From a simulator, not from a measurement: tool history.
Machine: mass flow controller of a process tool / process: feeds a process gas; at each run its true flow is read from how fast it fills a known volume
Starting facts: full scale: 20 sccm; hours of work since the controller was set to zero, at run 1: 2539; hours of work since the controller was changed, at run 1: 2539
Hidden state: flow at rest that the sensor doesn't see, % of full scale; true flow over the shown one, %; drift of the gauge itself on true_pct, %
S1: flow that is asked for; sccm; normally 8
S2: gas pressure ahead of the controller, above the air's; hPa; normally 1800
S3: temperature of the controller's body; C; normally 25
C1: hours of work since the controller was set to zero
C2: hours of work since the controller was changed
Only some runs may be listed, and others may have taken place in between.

run 1 hour=0.0 | S1=8 S2=1800 S3=25 | C1=2539 C2=2539 | true_flow_(%)=99.40
run 2 hour=151.6 | S1=8 S2=1890 S3=25 | C1=2613 C2=2613 | true_flow_(%)=99.27
run 3 hour=307.2 | S1=8 S2=1890 S3=36 | C1=2688 C2=2688 | true_flow_(%)=99.02
run 4 hour=536.2 | S1=8 S2=1890 S3=36 | C1=2799 C2=2799 | true_flow_(%)=98.96
run 5 hour=792.1 | S1=8 S2=1800 S3=25 | C1=2924 C2=2924 | true_flow_(%)=99.50
run 6 hour=973.6 | S1=8 S2=1800 S3=25 | C1=3012 C2=3012 | true_flow_(%)=99.46
run 7 hour=1091.7 | S1=8 S2=1800 S3=25 | C1=3069 C2=3069 | true_flow_(%)=99.48
run 8 hour=1244.7 | S1=8 S2=1800 S3=25 | C1=3143 C2=3143 | true_flow_(%)=99.60
run 9 hour=1390.4 | S1=8 S2=1800 S3=25 | C1=3214 C2=3214 | true_flow_(%)=99.57
run 10 hour=1582.1 | S1=8 S2=1800 S3=25 | C1=3307 C2=3307 | true_flow_(%)=99.44
run 11 hour=1780.1 | S1=12 S2=1800 S3=25 | C1=3403 C2=3403 | true_flow_(%)=98.95
run 12 hour=1977.4 | S1=8 S2=1800 S3=25 | C1=3499 C2=3499 | true_flow_(%)=99.39
run 13 hour=2122.4 | S1=8 S2=1800 S3=25 | C1=3569 C2=3569 | true_flow_(%)=99.23
run 14 hour=2267.0 | S1=8 S2=1800 S3=25 | C1=3640 C2=3640 | true_flow_(%)=99.37
run 15 hour=2425.2 | S1=8 S2=1800 S3=25 | C1=3716 C2=3716 | true_flow_(%)=99.37
run 16 hour=2676.3 | S1=8 S2=1800 S3=25 | C1=3838 C2=3838 | true_flow_(%)=99.39
run 17 hour=2859.9 | S1=8 S2=1800 S3=25 | C1=3927 C2=3927 | true_flow_(%)=99.42
run 18 hour=3047.0 | S1=8 S2=1800 S3=25 | C1=4018 C2=4018 | true_flow_(%)=99.38
run 19 hour=3258.2 | S1=8 S2=1540 S3=25 | C1=4121 C2=4121 | true_flow_(%)=99.61
run 20 hour=3497.3 | S1=8 S2=1540 S3=25 | C1=4237 C2=4237 | true_flow_(%)=99.79
run 21 hour=3742.7 | S1=8 S2=1540 S3=25 | C1=4356 C2=4356 | true_flow_(%)=99.74
run 22 hour=3922.3 | S1=8 S2=1800 S3=29 | C1=4443 C2=4443 | true_flow_(%)=99.40
run 23 hour=4117.5 | S1=8 S2=2010 S3=29 | C1=4538 C2=4538 | true_flow_(%)=99.15
run 24 hour=4325.9 | S1=8 S2=2010 S3=29 | C1=4639 C2=4639 | true_flow_(%)=99.25
run 25 hour=4481.5 | S1=8 S2=2010 S3=29 | C1=4715 C2=4715 | true_flow_(%)=99.20
run 26 hour=4674.0 | S1=4 S2=1800 S3=25 | C1=4808 C2=4808 | true_flow_(%)=101.80
run 27 hour=4874.8 | S1=19 S2=2630 S3=34 | C1=4905 C2=4905 | true_flow_(%)=97.57
run 28 hour=5080.9 | S1=11 S2=1800 S3=34 | C1=5005 C2=5005 | true_flow_(%)=98.64
-- hour=5103.3 controller's zero set anew
run 29 hour=5265.5 | S1=5 S2=1800 S3=29 | C1=79 C2=5095 | true_flow_(%)=102.49
run 30 hour=5376.7 | S1=5 S2=1800 S3=29 | C1=133 C2=5149 | true_flow_(%)=102.44
run 31 hour=5571.0 | S1=18 S2=1540 S3=24 | C1=227 C2=5243 | true_flow_(%)=99.07
run 32 hour=5805.3 | S1=3 S2=1800 S3=32 | C1=341 C2=5357 | true_flow_(%)=106.68
-- hour=5897.6 controller's zero set anew, once more
run 33 hour=6012.7 | S1=8 S2=1920 S3=25 | C1=56 C2=5457 | true_flow_(%)=96.44
run 34 hour=6259.3 | S1=8 S2=1920 S3=25 | C1=176 C2=5577 | true_flow_(%)=96.49
run 35 hour=6457.2 | S1=8 S2=1920 S3=31 | C1=272 C2=5673 | true_flow_(%)=96.30
run 36 hour=6608.0 | S1=3 S2=1830 S3=31 | C1=345 C2=5746 | true_flow_(%)=96.49
run 37 hour=6789.9 | S1=8 S2=1800 S3=36 | C1=433 C2=5835 | true_flow_(%)=96.20
run 38 hour=7014.7 | S1=8 S2=1800 S3=36 | C1=542 C2=5944 | true_flow_(%)=96.16
run 39 hour=7223.3 | S1=2 S2=1960 S3=28 | C1=644 C2=6045 | true_flow_(%)=97.27
run 40 hour=7441.2 | S1=4 S2=2340 S3=23 | C1=749 C2=6151 | true_flow_(%)=96.66
run 41 hour=7679.5 | S1=3 S2=2610 S3=22 | C1=865 C2=6266 | true_flow_(%)=96.77
run 42 hour=7884.9 | S1=19 S2=2610 S3=25 | C1=965 C2=6366 | true_flow_(%)=96.28
run 43 hour=8087.4 | S1=19 S2=2610 S3=25 | C1=1063 C2=6464 | true_flow_(%)=96.17
run 44 hour=8342.7 | S1=19 S2=2610 S3=25 | C1=1187 C2=6588 | true_flow_(%)=96.27
run 45 hour=8572.0 | S1=19 S2=2610 S3=25 | C1=1298 C2=6700 | true_flow_(%)=96.08
run 46 hour=8708.9 | S1=19 S2=2610 S3=25 | C1=1365 C2=6766 | true_flow_(%)=96.06
run 47 hour=8934.1 | S1=6 S2=2610 S3=25 | C1=1474 C2=6875 | true_flow_(%)=96.08
run 48 hour=9162.5 | S1=16 S2=1570 S3=25 | C1=1585 C2=6986 | true_flow_(%)=96.71

A few steps of true flow (%) between consecutive runs. Split each: what settings, incoming material and random variation would produce without the hidden state, and what is left over for the hidden state, along with gauge scatter present in only one of the two compared results (measured, and without hidden state):
Run 26 -> 27: S1 4 -> 19, S2 1800 -> 2630, S3 25 -> 34. true flow (%) -4.23: hidden state -4.24, all else +0.01.
Run 30 -> 31: S1 5 -> 18, S2 1800 -> 1540, S3 29 -> 24. true flow (%) -3.37: hidden state -4.46, all else +1.09.
Run 31 -> 32: S1 18 -> 3, S2 1540 -> 1800, S3 24 -> 32. true flow (%) +7.61: hidden state +8.78, all else -1.17.
Run 32 -> 33: S1 3 -> 8, S2 1800 -> 1920, S3 32 -> 25, controller's zero set anew, once more. true flow (%) -10.24: hidden state -10.55, all else +0.31.
